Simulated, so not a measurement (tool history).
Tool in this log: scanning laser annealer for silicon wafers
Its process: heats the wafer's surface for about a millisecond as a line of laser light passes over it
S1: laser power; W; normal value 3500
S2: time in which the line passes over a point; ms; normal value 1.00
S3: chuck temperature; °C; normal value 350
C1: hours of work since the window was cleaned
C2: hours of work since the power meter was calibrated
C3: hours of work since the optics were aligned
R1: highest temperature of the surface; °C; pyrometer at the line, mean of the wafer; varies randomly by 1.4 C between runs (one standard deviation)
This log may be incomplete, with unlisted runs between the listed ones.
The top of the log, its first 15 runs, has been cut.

Run 16, hour 294.9: usual settings but S1 3289 W, S2 0.85 ms, S3 320 °C; C1 576; C2 236; C3 140. Result: R1 971 °C.
Run 17, hour 311.8: usual settings; C1 588; C2 248; C3 152. Result: R1 1102 °C.
Run 18, hour 324.7: usual settings; C1 597; C2 257; C3 161. Result: R1 1099 °C.
Run 19, hour 349.5: usual settings; C1 614; C2 274; C3 178. Result: R1 1101 °C.
Run 20, hour 367.8: usual settings but S2 1.24 ms; C1 627; C2 287; C3 191. Result: R1 1177 °C.
Run 21, hour 396.1: usual settings but S1 3363 W, S2 0.98 ms, S3 340 °C; C1 646; C2 307; C3 210. Result: R1 1049 °C.
Run 22, hour 413.7: usual settings but S1 3494 W, S2 0.98 ms, S3 340 °C; C1 659; C2 319; C3 223. Result: R1 1080 °C.
Run 23, hour 444.0: usual settings but S1 3295 W, S2 1.07 ms, S3 323 °C; C1 680; C2 340; C3 244. Result: R1 1039 °C.
Run 24, hour 459.7: usual settings but S1 3295 W, S2 1.07 ms, S3 323 °C; C1 691; C2 351; C3 255. Result: R1 1044 °C.
At hour 465.9: window over the wafer cleaned.
Run 25, hour 478.9: usual settings but S1 3216 W, S3 334 °C; C1 9; C2 363; C3 267. Result: R1 1001 °C.
Run 26, hour 508.1: usual settings but S2 0.89 ms, S3 318 °C; C1 29; C2 383; C3 287. Result: R1 1019 °C.
Run 27, hour 529.9: usual settings but S3 368 °C; C1 45; C2 398; C3 302. Result: R1 1111 °C.
Run 28, hour 549.1: usual settings but S3 368 °C; C1 58; C2 412; C3 316. Result: R1 1107 °C.
At hour 567.5: window over the wafer cleaned, once more.
Run 29, hour 578.9: usual settings but S3 368 °C; C1 8; C2 431; C3 335. Result: R1 1137 °C.
Run 30, hour 598.5: usual settings but S1 3186 W, S2 0.88 ms, S3 333 °C; C1 22; C2 445; C3 349. Result: R1 980 °C.
Run 31, hour 624.1: usual settings but S1 3819 W, S2 0.97 ms, S3 362 °C; C1 39; C2 463; C3 366. Result: R1 1200 °C.
Run 32, hour 644.3: usual settings but S1 3819 W, S2 0.97 ms, S3 362 °C; C1 54; C2 477; C3 380. Result: R1 1199 °C.
Run 33, hour 661.8: usual settings but S1 3819 W, S2 1.08 ms, S3 362 °C; C1 66; C2 489; C3 393. Result: R1 1241 °C.
Run 34, hour 682.9: usual settings but S1 3819 W, S2 0.81 ms, S3 355 °C; C1 80; C2 504; C3 407. Result: R1 1126 °C.
Run 35, hour 705.8: usual settings but S1 3125 W, S2 0.83 ms; C1 96; C2 519; C3 423. Result: R1 963 °C.
Run 36, hour 718.7: usual settings but S1 3112 W, S2 0.83 ms; C1 105; C2 529; C3 432. Result: R1 961 °C.

Forecast each of these 4 alternatives for the next run:
Run A, hour 748.1: usual settings but S1 3112 W, S2 0.83 ms, S3 341 °C; C1 126; C2 549; C3 453. Result: R1 ?.
Run B, hour 748.1: usual settings but S1 3362 W, S2 0.94 ms; C1 126; C2 549; C3 453. Result: R1 ?.
Run C, hour 748.1: usual settings but S1 3112 W, S2 1.23 ms; C1 126; C2 549; C3 453. Result: R1 ?.
Run D, hour 748.1: usual settings but S1 3371 W, S2 0.83 ms, S3 366 °C; C1 126; C2 549; C3 453. Result: R1 ?.

run    R1
  A   950
  B  1057
  C  1078
  D  1037
The same runs, with their run-to-run variation unchanged, on a tool lacking any hidden condition would have given:
run    R1
  A   958
  B  1066
  C  1087
  D  1046
